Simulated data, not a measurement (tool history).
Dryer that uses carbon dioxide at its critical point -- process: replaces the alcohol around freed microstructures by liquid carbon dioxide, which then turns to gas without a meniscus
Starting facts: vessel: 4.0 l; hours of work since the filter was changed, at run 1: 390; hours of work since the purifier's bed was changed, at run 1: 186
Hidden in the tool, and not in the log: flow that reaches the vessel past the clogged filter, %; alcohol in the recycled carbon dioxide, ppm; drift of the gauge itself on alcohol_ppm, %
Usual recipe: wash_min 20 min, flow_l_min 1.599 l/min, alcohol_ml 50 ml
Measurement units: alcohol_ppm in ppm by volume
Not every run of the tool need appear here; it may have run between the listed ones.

run,day,wash_min,flow_l_min,alcohol_ml,hours of work since the filter was changed,hours of work since the purifier's bed was changed,alcohol_ppm
1,0.000,20,1.599,50,390,186,91
2,0.496,20,1.599,50,395,192,95
3,1.246,26,1.599,50,403,200,66
4,1.883,26,1.599,50,410,206,62
5,2.783,26,1.599,50,419,216,70
6,3.521,26,1.599,50,427,224,76
7,3.946,20,1.599,50,432,228,101
8,4.583,20,0.960,50,439,235,559
9,5.308,20,0.960,50,446,243,559
10,6.025,20,1.599,66,454,251,125
11,6.825,20,1.599,66,463,259,125
12,7.496,20,1.210,66,470,266,353
13,8.225,17,1.599,50,478,274,182
14,9.083,17,1.599,50,487,283,179
15,9.942,17,1.599,50,496,292,191
16,10.492,17,1.599,50,502,298,193
17,11.329,17,1.599,50,511,307,197
18,12.058,20,1.599,50,518,315,136
19,12.446,20,1.599,50,523,319,132
20,12.988,20,1.599,50,528,325,126
21,13.883,20,1.599,50,538,334,136
22,14.725,20,1.599,50,547,343,145
23,15.675,20,1.599,50,557,354,139
24,16.325,20,1.599,50,564,360,147
25,16.900,21,1.610,50,570,367,130
26,17.621,20,1.370,29,578,374,163
# day 17.908: inlet filter changed
27,18.579,19,1.110,96,7,384,519
28,19.167,23,1.880,57,13,390,107
29,19.629,26,1.070,31,18,395,148
30,20.525,14,2.230,51,28,405,118
31,21.312,20,1.310,50,36,413,191
32,21.900,24,1.770,30,43,420,106
33,22.596,18,1.090,57,50,427,453
34,23.296,31,2.140,38,57,434,106
35,23.771,20,1.599,49,63,440,141
36,24.588,13,1.500,49,71,448,390
37,25.288,13,1.500,49,79,456,397
38,25.875,26,2.240,50,85,462,123
39,26.567,26,2.240,50,92,469,120
40,27.300,29,1.810,50,100,477,126
41,27.850,15,1.840,115,106,483,251
42,28.492,15,1.840,115,113,490,256
43,29.075,15,1.840,115,119,496,256
44,29.688,18,1.680,50,126,503,172
45,30.329,19,1.410,41,133,509,197
46,30.938,19,1.410,64,139,516,221
47,31.462,19,1.410,64,145,522,231

Difference, measured minus no-hidden-state, one row per run. Run-to-run variation is common to both terms; the gauge's own scatter need not be:
run,alcohol_ppm
1,+64
2,+65
3,+53
4,+56
5,+55
6,+59
7,+77
8,+220
9,+230
10,+92
11,+93
12,+181
13,+118
14,+119
15,+128
16,+128
17,+132
18,+105
19,+106
20,+104
21,+113
22,+113
23,+118
24,+118
25,+114
26,+128
27,+96
28,+96
29,+97
30,+99
31,+106
32,+101
33,+119
34,+104
35,+111
36,+127
37,+130
38,+111
39,+113
40,+114
41,+133
42,+133
43,+143
44,+130
45,+135
46,+139
47,+144
